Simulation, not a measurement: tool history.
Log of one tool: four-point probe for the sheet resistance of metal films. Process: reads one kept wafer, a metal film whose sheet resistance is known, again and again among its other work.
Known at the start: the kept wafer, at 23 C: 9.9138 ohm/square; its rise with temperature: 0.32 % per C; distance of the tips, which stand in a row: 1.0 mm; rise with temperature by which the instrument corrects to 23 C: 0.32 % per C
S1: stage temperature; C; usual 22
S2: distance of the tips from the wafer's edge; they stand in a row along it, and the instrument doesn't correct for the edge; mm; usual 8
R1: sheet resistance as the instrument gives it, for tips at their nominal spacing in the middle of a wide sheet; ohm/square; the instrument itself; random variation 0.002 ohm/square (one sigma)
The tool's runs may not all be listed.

run   hour  S1  S2         R1
  1    0.0  22   8   9.955371
  2   11.0  22   8   9.957196
  3   17.7  22   8   9.953903
  4   29.9  31   8   9.951357
  5   41.9  31   8   9.949802
  6   51.9  22  13   9.901744
  7   63.9  22   8   9.951613
  8   71.4  30   8   9.951400
  9   84.9  22   8   9.952042
 10   97.1  22   8   9.952961
 11  111.5  22   8   9.951418
 12  119.5  22   8   9.954323
 13  131.0  22   8   9.953941
 14  144.8  22   8   9.950828
 15  152.2  22   8   9.954144
 16  165.4  22   8   9.951520
 17  174.3  22   8   9.950595
 18  188.8  30   8   9.948934
 19  203.3  30   8   9.952595
 20  214.0  20   8   9.953240
 21  228.4  32  40   9.867386
 22  243.4  32  40   9.871702
 23  252.8  21  11   9.910504
 24  259.9  21   4  10.185736
 25  271.3  21   4  10.191411
 26  277.7  22   4  10.185431
 27  288.2  22   4  10.187531
 28  301.5  21  18   9.883702
 29  312.7  21  18   9.883386
 30  327.1  27   3  10.418629
 31  335.4  27   3  10.420249
 32  342.7  27   3  10.416548
 33  352.4  22   3  10.419393
 34  367.0  22   3  10.421166
 35  375.2  30   8   9.940269
 36  390.3  27   8   9.942067

The same runs without the tool's hidden state, with the same run-to-run variation:
The hidden state here: inner tips' distance over the nominal, %; tips' flats over new ones', %; wafer's true temperature over the reading, C; drift of the gauge itself on sheet_ohm, %.
run         R1
  1   9.997487
  2   9.999569
  3   9.996402
  4   9.993712
  5   9.992412
  6   9.944763
  7   9.995095
  8   9.994693
  9   9.995980
 10   9.997159
 11   9.995922
 12   9.999009
 13   9.998878
 14   9.996051
 15   9.999549
 16   9.997207
 17   9.996483
 18   9.994743
 19   9.998744
 20  10.000112
 21   9.913606
 22   9.918269
 23   9.957987
 24  10.234632
 25  10.240574
 26  10.234665
 27  10.237012
 28   9.932121
 29   9.932051
 30  10.469768
 31  10.471577
 32  10.468025
 33  10.471365
 34  10.473472
 35   9.990055
 36   9.992345
